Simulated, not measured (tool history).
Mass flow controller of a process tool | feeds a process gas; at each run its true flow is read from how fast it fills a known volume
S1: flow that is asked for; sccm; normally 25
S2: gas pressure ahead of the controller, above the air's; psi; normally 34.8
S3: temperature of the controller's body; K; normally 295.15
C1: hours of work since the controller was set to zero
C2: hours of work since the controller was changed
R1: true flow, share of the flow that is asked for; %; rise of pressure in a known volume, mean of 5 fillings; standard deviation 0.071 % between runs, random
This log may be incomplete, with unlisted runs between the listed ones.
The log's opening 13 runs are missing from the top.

{"run": 14, "hour": 3109.5, "S1": 25, "S2": 38.6, "S3": 295.15, "C1": 708, "C2": 6467, "R1": 98.97}
{"run": 15, "hour": 3338.8, "S1": 25, "S2": 38.6, "S3": 295.15, "C1": 813, "C2": 6572, "R1": 99.07}
{"run": 16, "hour": 3508.5, "S1": 25, "S2": 38.6, "S3": 295.15, "C1": 890, "C2": 6650, "R1": 98.91}
{"run": 17, "hour": 3806.6, "S1": 25, "S2": 38.6, "S3": 295.15, "C1": 1027, "C2": 6786, "R1": 98.85}
{"run": 18, "hour": 3974.4, "S1": 25, "S2": 38.6, "S3": 295.15, "C1": 1103, "C2": 6862, "R1": 98.87}
{"run": 19, "hour": 4174.3, "S1": 25, "S2": 34.8, "S3": 295.15, "C1": 1195, "C2": 6954, "R1": 98.83}
{"run": 20, "hour": 4363.6, "S1": 25, "S2": 34.8, "S3": 295.15, "C1": 1281, "C2": 7040, "R1": 98.78}
{"run": 21, "hour": 4514.3, "S1": 25, "S2": 34.8, "S3": 295.15, "C1": 1350, "C2": 7109, "R1": 98.81}
{"run": 22, "hour": 4652.4, "S1": 28, "S2": 34.8, "S3": 295.15, "C1": 1413, "C2": 7172, "R1": 98.78}
{"run": 23, "hour": 4928.0, "S1": 28, "S2": 34.8, "S3": 295.15, "C1": 1539, "C2": 7298, "R1": 98.72}
{"run": 24, "hour": 5122.9, "S1": 25, "S2": 38.0, "S3": 302.15, "C1": 1628, "C2": 7387, "R1": 99.25}
{"run": 25, "hour": 5372.9, "S1": 25, "S2": 38.0, "S3": 302.15, "C1": 1742, "C2": 7501, "R1": 99.16}
{"run": 26, "hour": 5582.3, "S1": 25, "S2": 38.0, "S3": 302.15, "C1": 1838, "C2": 7597, "R1": 99.02}
{"run": 27, "hour": 5825.3, "S1": 25, "S2": 38.0, "S3": 299.15, "C1": 1949, "C2": 7708, "R1": 98.84}
{"run": 28, "hour": 6107.9, "S1": 45, "S2": 35.5, "S3": 305.15, "C1": 2078, "C2": 7837, "R1": 99.67}
{"run": 29, "hour": 6326.7, "S1": 45, "S2": 35.5, "S3": 305.15, "C1": 2178, "C2": 7937, "R1": 99.62}
{"run": 30, "hour": 6624.9, "S1": 45, "S2": 35.5, "S3": 305.15, "C1": 2314, "C2": 8073, "R1": 99.64}
{"run": 31, "hour": 6927.2, "S1": 9, "S2": 24.2, "S3": 300.15, "C1": 2452, "C2": 8211, "R1": 97.11}
{"run": 32, "hour": 7169.5, "S1": 9, "S2": 38.4, "S3": 300.15, "C1": 2563, "C2": 8322, "R1": 97.21}
{"run": 33, "hour": 7425.6, "S1": 50, "S2": 34.8, "S3": 295.15, "C1": 2680, "C2": 8439, "R1": 99.09}
{"run": 34, "hour": 7723.9, "S1": 25, "S2": 28.6, "S3": 295.15, "C1": 2816, "C2": 8575, "R1": 98.23}
{"run": 35, "hour": 7934.9, "S1": 28, "S2": 38.4, "S3": 294.15, "C1": 2912, "C2": 8671, "R1": 98.45}
{"run": 36, "hour": 8139.7, "S1": 10, "S2": 35.8, "S3": 303.15, "C1": 3006, "C2": 8765, "R1": 97.34}
{"run": 37, "hour": 8293.6, "S1": 10, "S2": 35.8, "S3": 303.15, "C1": 3076, "C2": 8835, "R1": 97.35}

Run 38 has not been measured yet. What should we expect?
{"run": 38, "hour": 8600.3, "S1": 10, "S2": 35.8, "S3": 303.15, "C1": 3216, "C2": 8975, "R1": "?"}

{"run 38": {"R1": 97.13}}
Minus the tool's unlogged condition, the same run would have read R1 99.65 %.
